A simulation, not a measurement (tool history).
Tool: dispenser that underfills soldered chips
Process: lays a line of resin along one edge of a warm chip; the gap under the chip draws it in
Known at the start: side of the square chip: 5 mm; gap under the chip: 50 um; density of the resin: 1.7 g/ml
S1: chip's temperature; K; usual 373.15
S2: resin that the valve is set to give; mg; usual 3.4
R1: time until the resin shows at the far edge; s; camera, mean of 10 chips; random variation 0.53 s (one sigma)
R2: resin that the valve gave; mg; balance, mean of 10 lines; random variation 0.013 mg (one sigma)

{"run": 1, "hour": 0.0, "S1": 373.15, "S2": 3.4, "R1": 93.7, "R2": 3.34}
{"hour": 3.1, "done": "new syringe of resin"}
{"run": 2, "hour": 3.1, "S1": 373.15, "S2": 3.4, "R1": 45.2, "R2": 3.35}
{"run": 3, "hour": 8.2, "S1": 373.15, "S2": 4.25, "R1": 58.3, "R2": 4.16}
{"run": 4, "hour": 14.7, "S1": 373.15, "S2": 4.25, "R1": 85.8, "R2": 4.15}
{"hour": 19.1, "done": "new syringe of resin"}
{"run": 5, "hour": 20.6, "S1": 373.15, "S2": 4.25, "R1": 49.3, "R2": 4.14}
{"run": 6, "hour": 23.8, "S1": 373.15, "S2": 3.59, "R1": 59, "R2": 3.5}
{"run": 7, "hour": 29.7, "S1": 373.15, "S2": 3.4, "R1": 85.4, "R2": 3.26}
{"run": 8, "hour": 34.3, "S1": 373.15, "S2": 3.4, "R1": 107.5, "R2": 3.26}
{"hour": 35.0, "done": "new syringe of resin"}
{"run": 9, "hour": 37.7, "S1": 374.15, "S2": 2.95, "R1": 52.5, "R2": 2.83}
{"run": 10, "hour": 43.4, "S1": 374.15, "S2": 2.95, "R1": 72.4, "R2": 2.84}
{"run": 11, "hour": 46.9, "S1": 373.15, "S2": 2.93, "R1": 91.7, "R2": 2.8}
{"run": 12, "hour": 49.7, "S1": 362.15, "S2": 3.17, "R1": 152.6, "R2": 3.01}
{"hour": 50.9, "done": "new syringe of resin"}
{"run": 13, "hour": 55.0, "S1": 362.15, "S2": 3.17, "R1": 84.7, "R2": 3.03}
{"run": 14, "hour": 58.6, "S1": 364.15, "S2": 3.3, "R1": 95.1, "R2": 3.13}

Forecast each of these 3 alternatives for the next run:
{"run": "A", "hour": 62.8, "S1": 368.15, "S2": 3.97, "R1": "?", "R2": "?"}
{"run": "B", "hour": 62.8, "S1": 363.15, "S2": 3.01, "R1": "?", "R2": "?"}
{"run": "C", "hour": 62.8, "S1": 377.15, "S2": 3.3, "R1": "?", "R2": "?"}

run=A R1=101.9 R2=3.75
run=B R1=128.4 R2=2.85
run=C R1=78.3 R2=3.11
Without the tool's hidden state the same runs would have given:
run=A R1=50.4 R2=3.97
run=B R1=63.3 R2=3.01
run=C R1=38.8 R2=3.29
